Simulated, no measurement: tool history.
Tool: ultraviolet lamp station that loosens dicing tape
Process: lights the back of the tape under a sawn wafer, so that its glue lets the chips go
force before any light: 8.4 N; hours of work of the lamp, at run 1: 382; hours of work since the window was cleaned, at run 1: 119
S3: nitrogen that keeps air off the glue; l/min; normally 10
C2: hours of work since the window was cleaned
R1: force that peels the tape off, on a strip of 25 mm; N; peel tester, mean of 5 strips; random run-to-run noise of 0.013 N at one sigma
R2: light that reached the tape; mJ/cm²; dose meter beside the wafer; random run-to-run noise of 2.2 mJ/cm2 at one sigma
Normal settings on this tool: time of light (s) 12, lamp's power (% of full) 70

Run 1, hour 0: usual settings; hours of work of the lamp 382; C2 119. Result: R1 0.82 N, R2 177 mJ/cm².
Run 2, hour 68: usual settings; hours of work of the lamp 424; C2 161. Result: R1 0.861 N, R2 176 mJ/cm².
Run 3, hour 106.7: usual settings but time of light (s) 23; hours of work of the lamp 448; C2 185. Result: R1 0.19 N, R2 332 mJ/cm².
Run 4, hour 150.3: usual settings but time of light (s) 6; hours of work of the lamp 475; C2 212. Result: R1 2.717 N, R2 83 mJ/cm².
Run 5, hour 206.8: usual settings but time of light (s) 6; hours of work of the lamp 510; C2 247. Result: R1 2.779 N, R2 87 mJ/cm².
Run 6, hour 238.8: usual settings but time of light (s) 6; hours of work of the lamp 530; C2 267. Result: R1 2.76 N, R2 83 mJ/cm².
Run 7, hour 277.6: usual settings but time of light (s) 8; hours of work of the lamp 554; C2 291. Result: R1 1.949 N, R2 114 mJ/cm².
Run 8, hour 325.1: usual settings but time of light (s) 8; hours of work of the lamp 583; C2 320. Result: R1 2.01 N, R2 105 mJ/cm².
At hour 383.8: window cleaned of glue's vapour.
Run 9, hour 393.6: usual settings but lamp's power (% of full) 72; hours of work of the lamp 625; C2 6. Result: R1 0.799 N, R2 178 mJ/cm².
Run 10, hour 442.2: usual settings but lamp's power (% of full) 72; hours of work of the lamp 656; C2 36. Result: R1 0.84 N, R2 175 mJ/cm².
Run 11, hour 497.1: usual settings but lamp's power (% of full) 64; hours of work of the lamp 690; C2 70. Result: R1 1.135 N, R2 153 mJ/cm².
Run 12, hour 530.9: usual settings but lamp's power (% of full) 64; hours of work of the lamp 711; C2 91. Result: R1 1.153 N, R2 153 mJ/cm².
Run 13, hour 588.1: usual settings but lamp's power (% of full) 64; hours of work of the lamp 746; C2 127. Result: R1 1.19 N, R2 153 mJ/cm².
Run 14, hour 632.2: usual settings but lamp's power (% of full) 64; hours of work of the lamp 773; C2 154. Result: R1 1.197 N, R2 150 mJ/cm².
Run 15, hour 675.1: usual settings but lamp's power (% of full) 66, S3 14 l/min; hours of work of the lamp 800; C2 181. Result: R1 0.975 N, R2 152 mJ/cm².
Run 16, hour 730.4: usual settings but time of light (s) 19; hours of work of the lamp 834; C2 215. Result: R1 0.369 N, R2 247 mJ/cm².
Run 17, hour 781.1: usual settings but time of light (s) 19; hours of work of the lamp 866; C2 246. Result: R1 0.394 N, R2 240 mJ/cm².
Run 18, hour 842.8: usual settings but time of light (s) 8, S3 4 l/min; hours of work of the lamp 904; C2 284. Result: R1 3.261 N, R2 102 mJ/cm².
Run 19, hour 897.9: usual settings but time of light (s) 7, lamp's power (% of full) 61, S3 5 l/min; hours of work of the lamp 938; C2 319. Result: R1 3.837 N, R2 74 mJ/cm².
Run 20, hour 930.2: usual settings but time of light (s) 6, lamp's power (% of full) 64, S3 16 l/min; hours of work of the lamp 958; C2 339. Result: R1 3.088 N, R2 66 mJ/cm².
At hour 958.3: window cleaned of glue's vapour.
Run 21, hour 1004.7: usual settings but time of light (s) 15, lamp's power (% of full) 78, S3 16 l/min; hours of work of the lamp 1004; C2 29. Result: R1 0.355 N, R2 226 mJ/cm².
Run 22, hour 1079.8: usual settings but lamp's power (% of full) 68; hours of work of the lamp 1050; C2 75. Result: R1 1.179 N, R2 150 mJ/cm².
Run 23, hour 1123.4: usual settings but time of light (s) 9, lamp's power (% of full) 71, S3 16 l/min; hours of work of the lamp 1077; C2 102. Result: R1 1.431 N, R2 116 mJ/cm².
Run 24, hour 1174.3: usual settings but time of light (s) 8, S3 6 l/min; hours of work of the lamp 1109; C2 134. Result: R1 2.711 N, R2 100 mJ/cm².
Run 25, hour 1232.5: usual settings but time of light (s) 8, lamp's power (% of full) 66, S3 3 l/min; hours of work of the lamp 1145; C2 170. Result: R1 3.845 N, R2 96 mJ/cm².
Run 26, hour 1286.1: usual settings but time of light (s) 14, S3 4 l/min; hours of work of the lamp 1178; C2 203. Result: R1 1.588 N, R2 170 mJ/cm².
Run 27, hour 1343.3: usual settings but time of light (s) 19, lamp's power (% of full) 65, S3 5 l/min; hours of work of the lamp 1214; C2 239. Result: R1 0.985 N, R2 209 mJ/cm².

Hidden state or all else? Some run-to-run changes of R1, split into what the settings, what came in and random variation would give without the hidden state, and what is left for the hidden state (with any gauge scatter that isn't in both results):
Hidden state present: lamp's light, % of a new lamp's; light that the window lets through, % of a clean one's; drift of the gauge itself on peel_n, %; drift of the gauge itself on dose_mj_cm2, %.
Run 17 -> 18: time of light (s) 19 -> 8, S3 10 -> 4. R1 +2.867 N: hidden state +0.726, all else +2.141.
Run 20 -> 21: time of light (s) 6 -> 15, lamp's power (% of full) 64 -> 78, window cleaned of glue's vapour. R1 -2.733 N: hidden state -0.833, all else -1.9.

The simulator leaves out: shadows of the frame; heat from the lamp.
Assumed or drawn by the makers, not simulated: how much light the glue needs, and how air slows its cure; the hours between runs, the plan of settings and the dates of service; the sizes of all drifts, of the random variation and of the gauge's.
